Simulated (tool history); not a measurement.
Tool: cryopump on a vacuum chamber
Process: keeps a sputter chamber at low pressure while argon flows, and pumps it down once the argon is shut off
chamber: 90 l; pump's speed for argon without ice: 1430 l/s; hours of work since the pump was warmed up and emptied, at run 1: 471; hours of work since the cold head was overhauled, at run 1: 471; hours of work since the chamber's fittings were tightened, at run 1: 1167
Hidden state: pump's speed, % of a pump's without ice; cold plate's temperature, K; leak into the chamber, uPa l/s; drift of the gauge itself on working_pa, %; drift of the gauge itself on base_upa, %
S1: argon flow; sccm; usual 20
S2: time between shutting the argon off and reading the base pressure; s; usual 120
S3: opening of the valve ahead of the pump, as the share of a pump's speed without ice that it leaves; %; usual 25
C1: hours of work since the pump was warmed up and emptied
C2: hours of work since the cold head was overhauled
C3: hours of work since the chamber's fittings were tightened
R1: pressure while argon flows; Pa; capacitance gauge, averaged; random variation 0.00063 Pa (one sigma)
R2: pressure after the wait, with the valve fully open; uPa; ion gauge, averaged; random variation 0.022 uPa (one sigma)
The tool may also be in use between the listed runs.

| run | hour | S1 | S2 | S3 | C1 | C2 | C3 | R1 | R2 |
|---|---|---|---|---|---|---|---|---|---|
| 1 | 0.0 | 20 | 120 | 25 | 471 | 471 | 1167 | 0.0980 | 1.68 |
| 2 | 15.0 | 35 | 120 | 25 | 482 | 482 | 1177 | 0.1741 | 1.66 |
| 3 | 23.8 | 20 | 120 | 25 | 488 | 488 | 1183 | 0.0994 | 1.64 |
| 4 | 39.0 | 20 | 120 | 25 | 499 | 499 | 1194 | 0.1003 | 1.65 |
| 5 | 54.3 | 20 | 120 | 25 | 510 | 510 | 1205 | 0.0994 | 1.70 |
| 6 | 64.8 | 34 | 120 | 25 | 517 | 517 | 1213 | 0.1681 | 1.70 |
| 7 | 82.7 | 15 | 114 | 24 | 530 | 530 | 1225 | 0.0775 | 1.72 |
| 8 | 97.2 | 27 | 21 | 23 | 540 | 540 | 1236 | 0.1456 | 3.30 |
| 9 | 110.0 | 21 | 49 | 25 | 549 | 549 | 1245 | 0.1041 | 2.27 |
| 10 | 127.8 | 21 | 49 | 25 | 562 | 562 | 1257 | 0.1054 | 2.24 |
| 11 | 145.8 | 21 | 49 | 25 | 575 | 575 | 1270 | 0.1046 | 2.28 |

4 ways to go on from here, each from the tool as it stands after run 11. What would each give?
| A | 164.5 | 13 | 120 | 25 | 588 | 588 | 1283 | ? | ? |
| B | 164.5 | 15 | 49 | 25 | 588 | 588 | 1283 | ? | ? |
| C | 164.5 | 11 | 50 | 16 | 588 | 588 | 1283 | ? | ? |
| D | 164.5 | 16 | 69 | 27 | 588 | 588 | 1283 | ? | ? |

| run | R1 | R2 |
|---|---|---|
| A | 0.0645 | 1.78 |
| B | 0.0753 | 2.33 |
| C | 0.0847 | 2.27 |
| D | 0.0753 | 2.02 |
Without the tool's hidden state the same runs would have given:
| run | R1 | R2 |
|---|---|---|
| A | 0.0609 | 0.55 |
| B | 0.0710 | 1.07 |
| C | 0.0816 | 1.05 |
| D | 0.0708 | 0.81 |
